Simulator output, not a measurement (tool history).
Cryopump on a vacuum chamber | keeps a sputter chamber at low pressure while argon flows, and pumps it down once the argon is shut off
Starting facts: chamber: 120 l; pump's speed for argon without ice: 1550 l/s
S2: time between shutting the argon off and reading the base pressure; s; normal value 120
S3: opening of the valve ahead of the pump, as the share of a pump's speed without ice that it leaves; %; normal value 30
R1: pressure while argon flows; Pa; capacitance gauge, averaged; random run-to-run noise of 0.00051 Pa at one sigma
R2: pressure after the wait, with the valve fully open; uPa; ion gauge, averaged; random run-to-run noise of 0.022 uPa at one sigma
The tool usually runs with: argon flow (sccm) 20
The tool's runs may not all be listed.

Run 1, hour 0.0: usual settings. Result: R1 0.0735 Pa, R2 1.54 uPa.
Run 2, hour 14.4: usual settings. Result: R1 0.0734 Pa, R2 1.52 uPa.
Run 3, hour 25.2: usual settings. Result: R1 0.0739 Pa, R2 1.59 uPa.
Run 4, hour 32.3: usual settings but S2 30 s. Result: R1 0.0739 Pa, R2 2.89 uPa.
Run 5, hour 45.3: usual settings but S2 30 s. Result: R1 0.0736 Pa, R2 2.84 uPa.
Run 6, hour 52.1: usual settings. Result: R1 0.0732 Pa, R2 1.49 uPa.
Run 7, hour 65.1: usual settings. Result: R1 0.0739 Pa, R2 1.49 uPa.
Run 8, hour 80.1: usual settings but S2 221 s. Result: R1 0.0744 Pa, R2 1.36 uPa.
Run 9, hour 89.3: usual settings but argon flow (sccm) 32, S2 221 s. Result: R1 0.1185 Pa, R2 1.38 uPa.
Run 10, hour 101.6: usual settings but argon flow (sccm) 15, S2 99 s, S3 31 %. Result: R1 0.0539 Pa, R2 1.62 uPa.
Run 11, hour 115.9: usual settings but argon flow (sccm) 15, S2 99 s, S3 25 %. Result: R1 0.0666 Pa, R2 1.67 uPa.
Run 12, hour 128.9: usual settings but argon flow (sccm) 15, S2 99 s, S3 25 %. Result: R1 0.0662 Pa, R2 1.70 uPa.
Run 13, hour 141.2: usual settings but argon flow (sccm) 15, S2 99 s, S3 25 %. Result: R1 0.0664 Pa, R2 1.75 uPa.

Forecast each of these 5 alternatives for the next run:
Run A, hour 150.3: usual settings but S2 21 s, S3 38 %. Result: R1 ?, R2 ?.
Run B, hour 150.3: usual settings but argon flow (sccm) 8, S2 151 s, S3 33 %. Result: R1 ?, R2 ?.
Run C, hour 150.3: usual settings but argon flow (sccm) 11, S3 34 %. Result: R1 ?, R2 ?.
Run D, hour 150.3: usual settings but argon flow (sccm) 22, S2 81 s. Result: R1 ?, R2 ?.
Run E, hour 150.3: usual settings but argon flow (sccm) 15, S2 80 s, S3 36 %. Result: R1 ?, R2 ?.

run      R1    R2
  A  0.0587  3.75
  B  0.0267  1.54
  C  0.0357  1.59
  D  0.0816  1.88
  E  0.0468  1.78
Without the tool's hidden state the same runs would have given:
run      R1    R2
  A  0.0574  2.82
  B  0.0262  0.59
  C  0.0350  0.66
  D  0.0802  0.92
  E  0.0459  0.85

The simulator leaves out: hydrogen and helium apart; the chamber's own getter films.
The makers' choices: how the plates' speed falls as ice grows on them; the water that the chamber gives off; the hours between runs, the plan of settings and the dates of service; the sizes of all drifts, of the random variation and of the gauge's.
